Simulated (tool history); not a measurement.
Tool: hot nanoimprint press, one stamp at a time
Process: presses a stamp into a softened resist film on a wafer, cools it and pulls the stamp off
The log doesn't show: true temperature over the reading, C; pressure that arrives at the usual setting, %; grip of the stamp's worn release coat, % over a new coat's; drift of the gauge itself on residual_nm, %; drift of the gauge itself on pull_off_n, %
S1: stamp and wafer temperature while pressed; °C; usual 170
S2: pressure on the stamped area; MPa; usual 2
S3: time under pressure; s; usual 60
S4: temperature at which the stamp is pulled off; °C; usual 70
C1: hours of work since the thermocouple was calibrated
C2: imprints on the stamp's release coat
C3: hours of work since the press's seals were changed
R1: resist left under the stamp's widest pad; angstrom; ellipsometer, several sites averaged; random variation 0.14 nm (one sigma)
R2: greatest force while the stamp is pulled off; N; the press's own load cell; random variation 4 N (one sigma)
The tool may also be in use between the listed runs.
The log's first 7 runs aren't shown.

| run | day | S1 | S2 | S3 | S4 | C1 | C2 | C3 | R1 | R2 |
|---|---|---|---|---|---|---|---|---|---|---|
| 8 | 7.304 | 166 | 2 | 60 | 70 | 206 | 911 | 268 | 1157 | 196 |
| 9 | 8.392 | 166 | 2 | 60 | 70 | 216 | 970 | 278 | 1152 | 195 |
| 10 | 9.638 | 166 | 2 | 60 | 70 | 228 | 1038 | 290 | 1152 | 185 |
| 11 | 10.962 | 166 | 2 | 60 | 70 | 241 | 1110 | 303 | 1155 | 192 |
| 12 | 11.846 | 170 | 2 | 60 | 70 | 250 | 1159 | 311 | 929 | 195 |
|  | 12.362 | plate thermocouple calibrated |
| 13 | 13.212 | 170 | 2 | 60 | 69 | 8 | 1226 | 323 | 932 | 194 |
| 14 | 14.342 | 170 | 1.33 | 60 | 69 | 19 | 1288 | 334 | 1088 | 193 |
| 15 | 15.254 | 170 | 1.33 | 60 | 69 | 28 | 1338 | 343 | 1091 | 201 |
| 16 | 15.904 | 170 | 2.24 | 60 | 64 | 34 | 1374 | 350 | 890 | 203 |
| 17 | 17.3 | 161 | 3 | 30 | 55 | 48 | 1450 | 363 | 1541 | 214 |
| 18 | 17.988 | 165 | 1.89 | 95 | 74 | 54 | 1487 | 370 | 1064 | 190 |
| 19 | 19.125 | 170 | 2.48 | 40 | 70 | 65 | 1549 | 381 | 997 | 198 |
| 20 | 19.692 | 170 | 2.48 | 40 | 70 | 71 | 1580 | 386 | 997 | 197 |
| 21 | 20.654 | 170 | 1.44 | 60 | 70 | 80 | 1633 | 395 | 1060 | 195 |
| 22 | 22.058 | 170 | 1.44 | 52 | 73 | 94 | 1709 | 409 | 1110 | 190 |
| 23 | 23.133 | 170 | 1.44 | 52 | 60 | 104 | 1768 | 419 | 1114 | 199 |
| 24 | 24.108 | 170 | 1.44 | 52 | 60 | 114 | 1822 | 429 | 1110 | 207 |
| 25 | 25.042 | 170 | 1.44 | 52 | 60 | 123 | 1873 | 438 | 1113 | 212 |
| 26 | 26.038 | 170 | 1.44 | 52 | 60 | 132 | 1927 | 447 | 1109 | 213 |
| 27 | 26.625 | 170 | 2.19 | 60 | 56 | 138 | 1959 | 453 | 900 | 213 |
| 28 | 27.267 | 174 | 2.04 | 71 | 70 | 144 | 1994 | 459 | 681 | 196 |
| 29 | 28.429 | 178 | 2.71 | 119 | 70 | 155 | 2058 | 471 | 366 | 198 |
| 30 | 29.075 | 178 | 2.71 | 119 | 63 | 162 | 2093 | 477 | 366 | 206 |

Forecast each of these 3 alternatives for the next run:
| A | 29.675 | 175 | 2.31 | 119 | 63 | 167 | 2126 | 483 | ? | ? |
| B | 29.675 | 170 | 1.88 | 60 | 70 | 167 | 2126 | 483 | ? | ? |
| C | 29.675 | 170 | 1.29 | 60 | 70 | 167 | 2126 | 483 | ? | ? |

| run | R1 | R2 |
|---|---|---|
| A | 476 | 203 |
| B | 953 | 192 |
| C | 1102 | 200 |
Without the tool's hidden state the same runs would have given:
| run | R1 | R2 |
|---|---|---|
| A | 476 | 201 |
| B | 953 | 189 |
| C | 1102 | 198 |
